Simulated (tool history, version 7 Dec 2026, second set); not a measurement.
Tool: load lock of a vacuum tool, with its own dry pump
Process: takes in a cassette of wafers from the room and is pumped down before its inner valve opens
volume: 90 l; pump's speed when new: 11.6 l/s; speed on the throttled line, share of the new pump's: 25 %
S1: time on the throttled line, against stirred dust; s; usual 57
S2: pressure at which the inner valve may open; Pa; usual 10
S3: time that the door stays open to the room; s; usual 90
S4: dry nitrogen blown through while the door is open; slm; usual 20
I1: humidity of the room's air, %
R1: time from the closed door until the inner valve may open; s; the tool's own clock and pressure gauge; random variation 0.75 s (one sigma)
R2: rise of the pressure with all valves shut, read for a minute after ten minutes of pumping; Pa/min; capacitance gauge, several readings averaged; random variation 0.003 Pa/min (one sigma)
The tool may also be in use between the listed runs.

run 1 hour=0.0 | S1=57 S2=10 S3=90 S4=20 | I1=47.8 | R1=123.5 R2=0.048
run 2 hour=369.6 | S1=57 S2=10 S3=90 S4=20 | I1=44.1 | R1=123.4 R2=0.048
run 3 hour=626.5 | S1=57 S2=10 S3=90 S4=20 | I1=44.3 | R1=124.1 R2=0.064
run 4 hour=891.3 | S1=57 S2=10 S3=90 S4=20 | I1=44.3 | R1=125.3 R2=0.071
run 5 hour=1156.2 | S1=57 S2=10 S3=90 S4=20 | I1=48.1 | R1=125.8 R2=0.077
run 6 hour=1696.5 | S1=57 S2=10 S3=57 S4=20 | I1=46.3 | R1=126.4 R2=0.097
run 7 hour=1985.4 | S1=46 S2=10 S3=90 S4=20 | I1=45.0 | R1=118.2 R2=0.110
run 8 hour=2432.7 | S1=57 S2=10 S3=90 S4=20 | I1=48.8 | R1=127.6 R2=0.134
run 9 hour=2841.3 | S1=57 S2=10 S3=90 S4=20 | I1=42.5 | R1=127.9 R2=0.160
run 10 hour=3322.8 | S1=57 S2=10 S3=90 S4=20 | I1=44.4 | R1=128.4 R2=0.194
run 11 hour=3781.5 | S1=57 S2=10 S3=90 S4=20 | I1=48.7 | R1=128.8 R2=0.225
run 12 hour=4372.1 | S1=57 S2=10 S3=90 S4=20 | I1=46.0 | R1=130.0 R2=0.264
run 13 hour=4956.3 | S1=57 S2=10 S3=90 S4=23 | I1=44.6 | R1=131.0 R2=0.299
-- hour=5227.2 dry pump taken out, an overhauled one fitted
run 14 hour=5528.4 | S1=57 S2=17 S3=200 S4=12 | I1=44.9 | R1=110.3 R2=0.370
run 15 hour=5914.4 | S1=66 S2=17 S3=108 S4=10 | I1=46.5 | R1=117.8 R2=0.402
run 16 hour=6212.5 | S1=66 S2=17 S3=108 S4=10 | I1=44.4 | R1=116.3 R2=0.429
run 17 hour=6815.2 | S1=57 S2=18 S3=90 S4=20 | I1=46.5 | R1=111.8 R2=0.477
run 18 hour=7172.9 | S1=57 S2=10 S3=185 S4=20 | I1=48.1 | R1=116.7 R2=0.512
run 19 hour=7431.1 | S1=57 S2=19 S3=185 S4=8 | I1=45.4 | R1=111.5 R2=0.558
-- hour=7517.6 door's seal changed, seat wiped
run 20 hour=8026.0 | S1=59 S2=19 S3=185 S4=9 | I1=43.9 | R1=113.6 R2=0.059
run 21 hour=8592.0 | S1=59 S2=19 S3=185 S4=9 | I1=42.6 | R1=113.6 R2=0.073
run 22 hour=9042.2 | S1=89 S2=19 S3=185 S4=9 | I1=43.9 | R1=137.9 R2=0.086
run 23 hour=9382.0 | S1=41 S2=10 S3=201 S4=20 | I1=45.5 | R1=107.3 R2=0.091
run 24 hour=9736.6 | S1=39 S2=11 S3=139 S4=30 | I1=46.1 | R1=105.5 R2=0.096
run 25 hour=10070.4 | S1=87 S2=16 S3=90 S4=20 | I1=43.5 | R1=136.6 R2=0.115
run 26 hour=10434.8 | S1=87 S2=14 S3=90 S4=7 | I1=45.9 | R1=138.4 R2=0.144

The same runs without the tool's hidden state, with the same run-to-run variation:
The hidden state here: pump's speed, % of a new pump's; leak at the door's seal, Pa l/s; drift of the gauge itself on ready_s, %; drift of the gauge itself on rise_pa_min, %.
run=1 R1=114.4 R2=0.032
run=2 R1=113.9 R2=0.022
run=3 R1=114.2 R2=0.029
run=4 R1=115.0 R2=0.028
run=5 R1=115.1 R2=0.023
run=6 R1=114.9 R2=0.021
run=7 R1=105.8 R2=0.023
run=8 R1=115.0 R2=0.022
run=9 R1=114.8 R2=0.024
run=10 R1=114.5 R2=0.028
run=11 R1=114.2 R2=0.029
run=12 R1=114.4 R2=0.028
run=13 R1=114.4 R2=0.023
run=14 R1=110.4 R2=0.041
run=15 R1=117.5 R2=0.039
run=16 R1=115.8 R2=0.039
run=17 R1=110.7 R2=0.029
run=18 R1=115.0 R2=0.032
run=19 R1=109.8 R2=0.051
run=20 R1=111.3 R2=0.047
run=21 R1=110.8 R2=0.044
run=22 R1=135.0 R2=0.044
run=23 R1=103.1 R2=0.035
run=24 R1=100.8 R2=0.024
run=25 R1=132.7 R2=0.027
run=26 R1=133.9 R2=0.038
